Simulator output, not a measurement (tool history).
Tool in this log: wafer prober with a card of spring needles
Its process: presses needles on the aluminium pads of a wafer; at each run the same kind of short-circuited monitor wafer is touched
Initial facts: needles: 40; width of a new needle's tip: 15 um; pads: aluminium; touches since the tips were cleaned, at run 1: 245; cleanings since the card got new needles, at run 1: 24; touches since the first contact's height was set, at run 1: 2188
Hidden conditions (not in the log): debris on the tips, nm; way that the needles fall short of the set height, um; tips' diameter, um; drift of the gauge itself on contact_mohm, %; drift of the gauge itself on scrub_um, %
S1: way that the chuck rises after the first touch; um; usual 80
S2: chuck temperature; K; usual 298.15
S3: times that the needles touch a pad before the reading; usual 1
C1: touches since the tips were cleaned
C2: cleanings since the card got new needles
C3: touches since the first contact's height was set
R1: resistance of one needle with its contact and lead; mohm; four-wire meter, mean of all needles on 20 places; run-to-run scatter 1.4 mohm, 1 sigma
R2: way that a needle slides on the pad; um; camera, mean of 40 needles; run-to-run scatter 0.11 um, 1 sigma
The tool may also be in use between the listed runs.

| run | day | S1 | S2 | S3 | C1 | C2 | C3 | R1 | R2 |
|---|---|---|---|---|---|---|---|---|---|
| 1 | 0.000 | 80 | 298.15 | 1 | 245 | 24 | 2188 | 136 | 21.90 |
| 2 | 0.429 | 80 | 298.15 | 1 | 5064 | 24 | 7007 | 247 | 21.94 |
|  | 0.683 | tips cleaned on abrasive film |
| 3 | 0.779 | 80 | 298.15 | 1 | 1058 | 25 | 10873 | 173 | 21.87 |
| 4 | 1.158 | 80 | 298.15 | 1 | 5327 | 25 | 15142 | 254 | 21.73 |
|  | 1.400 | tips cleaned on abrasive film |
| 5 | 1.621 | 80 | 298.15 | 1 | 2517 | 26 | 20285 | 209 | 22.08 |
| 6 | 1.958 | 80 | 328.15 | 1 | 6259 | 26 | 24027 | 258 | 21.89 |
|  | 2.125 | tips cleaned on abrasive film |
| 7 | 2.542 | 80 | 328.15 | 1 | 4696 | 27 | 30560 | 239 | 21.81 |
|  | 2.858 | tips cleaned on abrasive film |
| 8 | 2.925 | 80 | 298.15 | 1 | 748 | 28 | 34793 | 167 | 21.85 |
| 9 | 3.221 | 80 | 350.15 | 1 | 4037 | 28 | 38082 | 242 | 21.81 |
|  | 3.562 | tips cleaned on abrasive film |
| 10 | 3.704 | 80 | 350.15 | 1 | 1613 | 29 | 43492 | 186 | 21.85 |
| 11 | 3.979 | 80 | 298.15 | 1 | 4696 | 29 | 46575 | 246 | 21.88 |
| 12 | 4.233 | 80 | 298.15 | 1 | 7523 | 29 | 49402 | 274 | 21.81 |
|  | 4.288 | tips cleaned on abrasive film |
| 13 | 4.512 | 80 | 298.15 | 1 | 2511 | 30 | 52493 | 214 | 21.91 |
| 14 | 4.846 | 92 | 298.15 | 1 | 6258 | 30 | 56240 | 230 | 24.89 |
|  | 5.017 | tips cleaned on abrasive film |
| 15 | 5.175 | 92 | 298.15 | 1 | 1801 | 31 | 59871 | 179 | 25.02 |
| 16 | 5.675 | 92 | 298.15 | 1 | 7392 | 31 | 65462 | 238 | 25.06 |
|  | 5.742 | tips cleaned on abrasive film |
| 17 | 5.975 | 92 | 298.15 | 1 | 2612 | 32 | 68796 | 195 | 25.18 |
|  | 6.446 | tips cleaned on abrasive film |
| 18 | 6.446 | 82 | 367.15 | 1 | 0 | 33 | 74033 | 135 | 22.30 |
| 19 | 6.975 | 99 | 298.15 | 1 | 5934 | 33 | 79967 | 214 | 26.81 |
|  | 7.183 | tips cleaned on abrasive film |
| 20 | 7.275 | 96 | 306.15 | 1 | 1015 | 34 | 83262 | 151 | 26.02 |
| 21 | 7.638 | 96 | 306.15 | 1 | 5068 | 34 | 87315 | 214 | 25.87 |
|  | 7.700 | height of the first contact set anew |
|  | 7.896 | tips cleaned on abrasive film |
| 22 | 7.912 | 96 | 316.15 | 2 | 167 | 35 | 2307 | 127 | 25.78 |
| 23 | 8.304 | 96 | 316.15 | 2 | 4592 | 35 | 6732 | 175 | 25.85 |
| 24 | 8.542 | 96 | 316.15 | 2 | 7241 | 35 | 9381 | 185 | 25.90 |
|  | 8.625 | tips cleaned on abrasive film |
| 25 | 9.125 | 62 | 398.15 | 1 | 5560 | 36 | 15846 | 341 | 16.48 |
|  | 9.233 | height of the first contact set anew, once more |
|  | 9.342 | tips cleaned on abrasive film |
| 26 | 9.538 | 79 | 337.15 | 2 | 2219 | 37 | 3355 | 173 | 21.75 |
| 27 | 9.962 | 89 | 310.15 | 3 | 6949 | 37 | 8085 | 162 | 24.53 |
|  | 10.046 | tips cleaned on abrasive film |
| 28 | 10.204 | 89 | 310.15 | 3 | 1784 | 38 | 10763 | 141 | 24.52 |
|  | 10.754 | tips cleaned on abrasive film |
| 29 | 10.754 | 89 | 310.15 | 3 | 0 | 39 | 16892 | 120 | 24.46 |
| 30 | 11.108 | 89 | 310.15 | 3 | 3986 | 39 | 20878 | 154 | 24.34 |
|  | 11.467 | tips cleaned on abrasive film |
| 31 | 11.688 | 97 | 310.15 | 2 | 2461 | 40 | 27303 | 156 | 26.59 |
|  | 12.200 | tips cleaned on abrasive film |
| 32 | 12.217 | 100 | 298.15 | 3 | 217 | 41 | 33204 | 120 | 27.61 |
| 33 | 12.662 | 100 | 298.15 | 3 | 5204 | 41 | 38191 | 149 | 27.21 |
|  | 12.917 | tips cleaned on abrasive film |
| 34 | 12.992 | 71 | 314.15 | 3 | 842 | 42 | 41840 | 145 | 19.27 |

3 ways to go on from here, each from the tool as it stands after run 34. What would each give?
| A | 13.304 | 80 | 314.15 | 2 | 4337 | 42 | 45335 | ? | ? |
| B | 13.304 | 66 | 314.15 | 2 | 4337 | 42 | 45335 | ? | ? |
| C | 13.304 | 65 | 314.15 | 3 | 4337 | 42 | 45335 | ? | ? |

| run | R1 | R2 |
|---|---|---|
| A | 199 | 21.80 |
| B | 237 | 17.79 |
| C | 191 | 17.65 |
Stripped of hidden state, with their random variation kept, the same runs would have yielded:
| run | R1 | R2 |
|---|---|---|
| A | 119 | 21.97 |
| B | 123 | 17.95 |
| C | 121 | 17.82 |

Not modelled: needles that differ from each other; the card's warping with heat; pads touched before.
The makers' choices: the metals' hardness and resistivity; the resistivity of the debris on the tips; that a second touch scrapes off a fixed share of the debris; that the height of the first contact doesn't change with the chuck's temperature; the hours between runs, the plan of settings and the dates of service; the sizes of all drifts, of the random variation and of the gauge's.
